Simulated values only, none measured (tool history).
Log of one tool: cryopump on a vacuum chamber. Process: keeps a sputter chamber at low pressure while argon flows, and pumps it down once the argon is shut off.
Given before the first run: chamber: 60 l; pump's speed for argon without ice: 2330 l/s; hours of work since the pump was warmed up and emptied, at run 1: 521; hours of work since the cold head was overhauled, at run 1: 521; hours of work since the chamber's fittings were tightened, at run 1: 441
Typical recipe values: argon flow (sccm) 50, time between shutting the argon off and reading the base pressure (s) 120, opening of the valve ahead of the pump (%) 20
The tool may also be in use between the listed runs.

run	hour	argon flow (sccm)	time between shutting the argon off and reading the base pressure (s)	opening of the valve ahead of the pump (%)	hours of work since the pump was warmed up and emptied	hours of work since the cold head was overhauled	hours of work since the chamber's fittings were tightened	pressure while argon flows (Pa)	pressure after the wait (uPa)
1	0	50	120	20	521	521	441	0.1869	0.7
2	27.2	50	52	20	535	535	455	0.1856	1.16
3	54.2	50	33	20	549	549	469	0.1869	1.56
4	108.5	50	120	20	576	576	496	0.1863	0.74
5	166.2	50	120	20	605	605	525	0.1876	0.74
6	219.9	50	120	20	632	632	552	0.1861	0.75
7	265.8	85	120	20	655	655	575	0.3189	0.7
8	301.9	93	206	15	673	673	593	0.4637	0.62
9	338.4	20	68	43	692	692	611	0.0365	1.02
10	375.5	30	91	44	710	710	630	0.0531	0.92
11	433.4	28	33	20	739	739	659	0.1055	1.64
12	476.7	40	33	21	761	761	681	0.1441	1.66
13	531.1	40	33	21	788	788	708	0.1439	1.68

What if the next run were any one of these 5? Each begins from the tool's condition after run 13:
# hour 554: pump warmed up, emptied and cooled again
A	572.8	53	72	36	9	807	727	?	?
# hour 554: pump warmed up, emptied and cooled again
B	572.8	59	120	22	9	807	727	?	?
# hour 554: pump warmed up, emptied and cooled again
C	572.8	50	120	44	9	807	727	?	?
# hour 554: pump warmed up, emptied and cooled again
D	572.8	96	212	16	9	807	727	?	?
# hour 554: pump warmed up, emptied and cooled again
E	572.8	50	238	39	9	807	727	?	?

run	pressure while argon flows (Pa)	pressure after the wait (uPa)
A	0.1072	0.95
B	0.1963	0.71
C	0.0829	0.77
D	0.4343	0.63
E	0.0934	0.61
Stripped of hidden state, with their random variation kept, the same runs would have yielded:
run	pressure while argon flows (Pa)	pressure after the wait (uPa)
A	0.1069	0.65
B	0.196	0.41
C	0.0826	0.47
D	0.4338	0.32
E	0.0931	0.31

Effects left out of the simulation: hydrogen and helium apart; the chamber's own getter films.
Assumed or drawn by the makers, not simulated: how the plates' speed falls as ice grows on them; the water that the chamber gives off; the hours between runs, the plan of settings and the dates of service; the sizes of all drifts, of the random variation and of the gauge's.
